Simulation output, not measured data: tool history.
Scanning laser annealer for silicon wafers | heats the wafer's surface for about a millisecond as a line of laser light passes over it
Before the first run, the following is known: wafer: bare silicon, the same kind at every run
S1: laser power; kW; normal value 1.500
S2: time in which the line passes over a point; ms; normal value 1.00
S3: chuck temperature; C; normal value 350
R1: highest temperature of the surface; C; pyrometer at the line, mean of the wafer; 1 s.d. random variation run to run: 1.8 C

run,hour,S1,S2,S3,R1
1,0.0,1.500,1.00,350,1069
2,18.9,1.500,1.00,350,1072
3,35.1,1.500,1.00,350,1071
4,51.1,1.642,1.00,350,1151
5,74.3,1.642,1.00,350,1155
6,99.5,1.642,1.00,350,1152
7,128.3,1.642,1.00,350,1152
8,155.8,1.642,1.00,350,1150
9,175.4,1.642,1.00,350,1152
10,201.5,1.642,1.00,350,1151
11,217.3,1.642,1.00,350,1153
12,237.9,1.500,1.00,350,1071
13,260.2,1.500,1.00,350,1070
14,279.7,1.500,0.79,350,978
15,299.4,1.500,0.79,350,977
16,317.9,1.500,1.00,350,1068
17,331.2,1.500,1.00,350,1069
18,353.3,1.500,1.00,350,1071
19,378.5,1.302,1.00,350,960
20,408.2,1.302,1.00,350,960
21,436.3,1.301,1.00,350,960
22,449.4,1.301,1.08,389,1028
23,467.7,1.540,1.00,323,1066
24,484.1,1.300,0.89,323,892
25,506.7,1.300,0.89,323,895
26,530.5,1.434,1.09,375,1096
27,553.8,1.590,1.07,373,1177
28,567.4,1.474,0.91,373,1043
29,596.1,1.474,0.91,373,1039
30,610.3,1.474,0.91,373,1041
31,633.1,1.500,1.00,323,1042
# hour 644.5: window over the wafer cleaned
32,655.7,1.351,1.00,348,987
33,682.3,1.564,1.01,348,1110
# hour 694.8: optics aligned, line set to its width
34,701.2,1.323,1.01,350,977
35,728.0,1.528,1.00,378,1116
36,754.8,1.383,1.11,366,1065
37,775.0,1.383,1.11,366,1066
38,793.2,1.383,1.11,366,1063
39,809.1,1.466,1.11,371,1123
40,836.1,1.421,0.77,350,928
41,853.7,1.421,0.79,372,962

Below are 4 alternative next runs, each starting from the tool's condition after run 41. Predict each:
A,868.6,1.559,1.00,317,?
B,868.6,1.500,1.00,371,?
C,868.6,1.421,0.78,372,?
D,868.6,1.427,0.99,372,?

run,R1
A,1076
B,1090
C,958
D,1050
Without the tool's hidden state the same runs would have given:
run,R1
A,1076
B,1090
C,958
D,1050
